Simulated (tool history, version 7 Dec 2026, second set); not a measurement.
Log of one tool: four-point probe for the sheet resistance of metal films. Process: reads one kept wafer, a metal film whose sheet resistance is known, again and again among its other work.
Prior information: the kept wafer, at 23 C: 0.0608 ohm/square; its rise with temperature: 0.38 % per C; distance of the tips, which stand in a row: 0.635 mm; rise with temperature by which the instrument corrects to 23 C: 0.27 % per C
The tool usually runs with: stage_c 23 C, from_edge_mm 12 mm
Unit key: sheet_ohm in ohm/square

Run 1, day 0.000: usual settings. Result: sheet_ohm 0.061187 ohm/square.
Run 2, day 3.208: usual settings but from_edge_mm 3 mm. Result: sheet_ohm 0.062565 ohm/square.
Run 3, day 4.875: usual settings but from_edge_mm 3 mm. Result: sheet_ohm 0.062566 ohm/square.
Run 4, day 7.817: usual settings but from_edge_mm 3 mm. Result: sheet_ohm 0.062578 ohm/square.
Run 5, day 9.779: usual settings but from_edge_mm 3 mm. Result: sheet_ohm 0.062600 ohm/square.
Run 6, day 12.946: usual settings. Result: sheet_ohm 0.061260 ohm/square.
Run 7, day 15.975: usual settings. Result: sheet_ohm 0.061260 ohm/square.
Run 8, day 18.946: usual settings. Result: sheet_ohm 0.061276 ohm/square.
Run 9, day 21.733: usual settings. Result: sheet_ohm 0.061310 ohm/square.
Run 10, day 23.867: usual settings. Result: sheet_ohm 0.061320 ohm/square.
Run 11, day 25.367: usual settings. Result: sheet_ohm 0.061338 ohm/square.
Run 12, day 26.938: usual settings. Result: sheet_ohm 0.061330 ohm/square.
Run 13, day 30.367: usual settings but from_edge_mm 9 mm. Result: sheet_ohm 0.061400 ohm/square.
Run 14, day 33.012: usual settings but stage_c 19 C, from_edge_mm 34 mm. Result: sheet_ohm 0.060990 ohm/square.
Run 15, day 34.912: usual settings but stage_c 31 C, from_edge_mm 33 mm. Result: sheet_ohm 0.061795 ohm/square.

What will run 16 give?
Run 16, day 37.146: usual settings but stage_c 21 C, from_edge_mm 42 mm. Result: sheet_ohm ?.

Run 16 measured sheet_ohm 0.061138 ohm/square.
Without the tool's hidden state the same run would have given sheet_ohm 0.060662 ohm/square.
